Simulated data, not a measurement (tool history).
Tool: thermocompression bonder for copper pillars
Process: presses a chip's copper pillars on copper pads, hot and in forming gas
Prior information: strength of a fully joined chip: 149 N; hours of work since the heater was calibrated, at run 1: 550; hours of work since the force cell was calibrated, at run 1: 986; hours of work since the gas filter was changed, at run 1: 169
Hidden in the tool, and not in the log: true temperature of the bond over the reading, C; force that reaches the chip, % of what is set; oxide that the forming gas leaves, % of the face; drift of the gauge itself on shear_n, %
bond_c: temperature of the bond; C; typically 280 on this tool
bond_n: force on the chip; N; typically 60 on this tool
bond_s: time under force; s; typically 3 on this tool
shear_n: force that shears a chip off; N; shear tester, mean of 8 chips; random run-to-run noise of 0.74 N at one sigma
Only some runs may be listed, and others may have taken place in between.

run   hour  bond_c  bond_n  bond_s  hours of work since the heater was calibrated  hours of work since the force cell was calibrated  hours of work since the gas filter was changed  shear_n
  1    0.0     280      60       3                                            550                                                986                                             169     55.4
  2   47.5     268      60       3                                            582                                               1018                                             201     48.2
  3   99.4     268      60       3                                            616                                               1052                                             235     49.0
  4  151.2     265      60       3                                            651                                               1087                                             270     47.7
  5  194.0     265      60       3                                            679                                               1115                                             298     47.6
  6  242.6     265      60       3                                            711                                               1148                                             331     47.3
     274.6  -- forming gas filter changed
  7  274.6     260      60       3                                            732                                               1169                                               0     47.9
  8  317.2     280      56       3                                            761                                               1197                                              28     54.1
  9  369.7     281      60       3                                            796                                               1232                                              63     58.8
 10  427.7     281      60       3                                            834                                               1270                                             102     57.0
 11  465.6     268      73       3                                            859                                               1296                                             127     56.1
 12  509.8     268      73       3                                            889                                               1325                                             156     54.5
 13  548.1     268      73       3                                            914                                               1350                                             182     57.1
 14  586.6     268      73       3                                            940                                               1376                                             207     54.2
 15  635.6     287      73       7                                            972                                               1409                                             240     89.2
 16  666.7     280      49       3                                            993                                               1429                                             261     51.4
 17  719.4     280      54       2                                           1028                                               1464                                             296     45.1
 18  772.9     280      88       3                                           1064                                               1500                                             331     66.9

What will run 19 give?
     806.7  -- forming gas filter changed
 19  808.6     280      68       3                                           1087                                               1523                                               1        ?

Run 19 produced shear_n 64.1 N.
With the hidden condition absent and the run-to-run variation left alone, this run would have shown shear_n 58.4 N.
